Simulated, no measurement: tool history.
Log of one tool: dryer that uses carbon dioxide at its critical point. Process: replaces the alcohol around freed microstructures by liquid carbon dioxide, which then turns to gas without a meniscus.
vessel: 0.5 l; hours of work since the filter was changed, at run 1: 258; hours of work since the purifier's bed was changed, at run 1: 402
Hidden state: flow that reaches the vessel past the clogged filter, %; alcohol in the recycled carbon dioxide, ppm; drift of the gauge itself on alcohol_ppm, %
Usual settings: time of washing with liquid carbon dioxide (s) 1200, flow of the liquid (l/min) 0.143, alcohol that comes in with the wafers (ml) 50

| run | hour | time of washing with liquid carbon dioxide (s) | flow of the liquid (l/min) | alcohol that comes in with the wafers (ml) | hours of work since the filter was changed | hours of work since the purifier's bed was changed | alcohol left in the vessel before it's heated (ppm by volume) |
|---|---|---|---|---|---|---|---|
| 1 | 0.0 | 1200 | 0.143 | 50 | 258 | 402 | 1868 |
| 2 | 52.8 | 1200 | 0.143 | 50 | 291 | 436 | 2023 |
|  | 90.4 | inlet filter changed |
| 3 | 121.3 | 1200 | 0.143 | 100 | 20 | 479 | 2816 |
| 4 | 184.4 | 1200 | 0.143 | 50 | 60 | 519 | 1604 |
|  | 224.2 | purifier's bed changed |
| 5 | 237.1 | 1200 | 0.143 | 50 | 91 | 8 | 1471 |
| 6 | 296.3 | 1200 | 0.143 | 50 | 129 | 46 | 1540 |
| 7 | 345.2 | 1200 | 0.143 | 50 | 160 | 77 | 1628 |
| 8 | 401.2 | 1560 | 0.210 | 59 | 196 | 113 | 100 |
| 9 | 464.5 | 1500 | 0.119 | 53 | 236 | 153 | 1635 |
| 10 | 507.1 | 780 | 0.167 | 21 | 263 | 180 | 2095 |

The next listed run, before its measurement:
| 11 | 562.7 | 1500 | 0.199 | 50 | 299 | 215 | ? |

{"run 11": {"alcohol left in the vessel before it's heated (ppm by volume)": 190}}
Without the tool's hidden state the same run would have given alcohol left in the vessel before it's heated (ppm by volume) 51.

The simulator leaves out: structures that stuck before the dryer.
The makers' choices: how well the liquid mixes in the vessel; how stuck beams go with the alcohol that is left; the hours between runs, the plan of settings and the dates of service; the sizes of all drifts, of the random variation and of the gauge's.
